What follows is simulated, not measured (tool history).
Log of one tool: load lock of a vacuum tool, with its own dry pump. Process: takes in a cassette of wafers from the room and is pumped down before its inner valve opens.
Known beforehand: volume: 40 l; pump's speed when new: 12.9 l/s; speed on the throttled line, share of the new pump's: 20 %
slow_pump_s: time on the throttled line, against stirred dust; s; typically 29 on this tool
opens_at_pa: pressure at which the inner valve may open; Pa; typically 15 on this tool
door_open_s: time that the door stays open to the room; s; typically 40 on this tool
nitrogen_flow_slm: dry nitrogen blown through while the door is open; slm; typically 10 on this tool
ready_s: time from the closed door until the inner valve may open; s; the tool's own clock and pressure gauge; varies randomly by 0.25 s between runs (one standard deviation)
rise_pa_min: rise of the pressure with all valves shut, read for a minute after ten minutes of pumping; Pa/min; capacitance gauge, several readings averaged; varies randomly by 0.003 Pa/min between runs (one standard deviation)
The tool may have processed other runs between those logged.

run      day  slow_pump_s  opens_at_pa  door_open_s  nitrogen_flow_slm  incoming humidity of the room's air, %  ready_s  rise_pa_min
  1        0           29           15           40                 10                                    42.6     52.6        0.112
  2    9.204           29           15           40                 10                                    44.8     52.6        0.116
  3   16.571           29           15           40                 10                                    46.6     53.1        0.124
  4   28.808           29           16           40                 10                                      45     52.3        0.117
  5   40.212           29           16           40                 10                                    48.3     52.7        0.126
  6   51.462           29           27           40                 10                                    45.1     51.2        0.124
  7   58.021           29           15           40                 10                                    42.8     52.7        0.127
  8   66.633           29           15           40                 10                                    45.3       53        0.128
  9   72.267           29           15           40                 10                                    45.3     52.4        0.131
 10   83.408           41           13          140                 13                                    44.7     62.9        0.155
 11   93.908           24           15          191                 13                                    44.4     49.1        0.163
 12  103.021           52           15           88                  8                                    46.7       71        0.154
 13  113.879           18           15           40                 10                                    44.9     44.7        0.135
 14  123.775           18           15           40                 10                                    46.5     44.9        0.137
 15  135.533           23           14           29                  7                                    44.9     48.5         0.14
 16  147.783           34           10           29                  7                                    45.4     58.2        0.139
 17  156.479           34           10           29                  7                                    44.6     58.5        0.137

Consider 5 possible next runs. They are alternatives, not a sequence: every one starts from the tool as it was left by run 17. What does each give?
     158.533  -- dry pump taken out, an overhauled one fitted
  A  165.229           53           10           29                  7                                    46.1        ?            ?
     158.533  -- dry pump taken out, an overhauled one fitted
  B  165.229           29           15           40                 11                                      47        ?            ?
     158.533  -- dry pump taken out, an overhauled one fitted
  C  165.229           34           21          102                 30                                    42.4        ?            ?
     158.533  -- dry pump taken out, an overhauled one fitted
  D  165.229           34           10           29                  8                                    44.4        ?            ?
     158.533  -- dry pump taken out, an overhauled one fitted
  E  165.229           30           14           29                 40                                    46.6        ?            ?

run  ready_s  rise_pa_min
  A     71.5        0.148
  B     50.5        0.151
  C     54.1         0.14
  D     55.8        0.145
  E     51.9        0.121
The same runs, with their run-to-run variation unchanged, on a tool lacking any hidden condition would have given:
run  ready_s  rise_pa_min
  A     71.4        0.051
  B     50.4        0.053
  C       54        0.043
  D     55.8        0.049
  E     51.8        0.023
